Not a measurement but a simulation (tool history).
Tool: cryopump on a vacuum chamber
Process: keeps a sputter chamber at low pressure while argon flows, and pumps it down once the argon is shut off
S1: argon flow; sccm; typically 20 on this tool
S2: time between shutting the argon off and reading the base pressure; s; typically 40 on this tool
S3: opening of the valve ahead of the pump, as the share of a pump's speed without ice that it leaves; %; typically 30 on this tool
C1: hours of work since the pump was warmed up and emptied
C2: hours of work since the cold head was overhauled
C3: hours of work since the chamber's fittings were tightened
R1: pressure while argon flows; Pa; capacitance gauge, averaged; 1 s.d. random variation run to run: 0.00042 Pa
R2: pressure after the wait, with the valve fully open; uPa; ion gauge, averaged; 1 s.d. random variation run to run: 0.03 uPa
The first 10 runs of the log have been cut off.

run	hour	S1	S2	S3	C1	C2	C3	R1	R2
11	175.8	20	40	45	817	817	3326	0.0345	2.61
12	189.3	20	40	45	827	827	3337	0.0346	2.66
13	206.5	17	40	30	841	841	3351	0.0424	2.62
14	221.9	17	40	30	853	853	3363	0.0421	2.55
15	236.1	17	40	30	864	864	3374	0.0423	2.70
16	251.3	17	40	30	876	876	3386	0.0426	2.63
17	266.2	32	40	30	888	888	3398	0.0805	2.65
18	280.7	30	40	40	899	899	3409	0.0584	2.61
19	301.7	13	58	30	916	916	3426	0.0329	2.20
20	313.6	38	57	38	925	925	3435	0.0777	2.22
21	328.9	38	50	22	937	937	3447	0.1283	2.53
22	346.2	9	74	32	951	951	3461	0.0219	2.09
23	363.5	9	74	32	964	964	3474	0.0216	2.11
24	376.0	9	170	38	974	974	3484	0.0182	1.68
25	397.2	9	170	38	991	991	3501	0.0188	1.68
26	407.1	9	170	38	999	999	3509	0.0186	1.73
27	423.3	9	170	38	1012	1012	3521	0.0185	1.70
28	436.6	17	170	28	1022	1022	3532	0.0466	1.77
29	450.4	14	45	43	1033	1033	3543	0.0252	2.68
30	467.4	14	45	43	1046	1046	3556	0.0256	2.62
31	477.9	29	40	35	1055	1055	3564	0.0639	2.76
# hour 495.9: pump warmed up, emptied and cooled again
32	495.9	20	130	19	0	1065	3575	0.0752	1.58
33	505.3	20	130	19	7	1072	3582	0.0749	1.53
34	517.8	20	130	19	17	1082	3592	0.0742	1.55

Forecast each of these 3 alternatives for the next run:
A	529.7	20	205	30	27	1091	3601	?	?
B	529.7	8	40	30	27	1091	3601	?	?
C	529.7	32	130	40	27	1091	3601	?	?

run	R1	R2
A	0.0468	1.44
B	0.0188	2.55
C	0.0571	1.61
Take away the tool's hidden state, keep each run's random variation, and the runs would have read:
run	R1	R2
A	0.0466	0.41
B	0.0188	1.53
C	0.0568	0.56

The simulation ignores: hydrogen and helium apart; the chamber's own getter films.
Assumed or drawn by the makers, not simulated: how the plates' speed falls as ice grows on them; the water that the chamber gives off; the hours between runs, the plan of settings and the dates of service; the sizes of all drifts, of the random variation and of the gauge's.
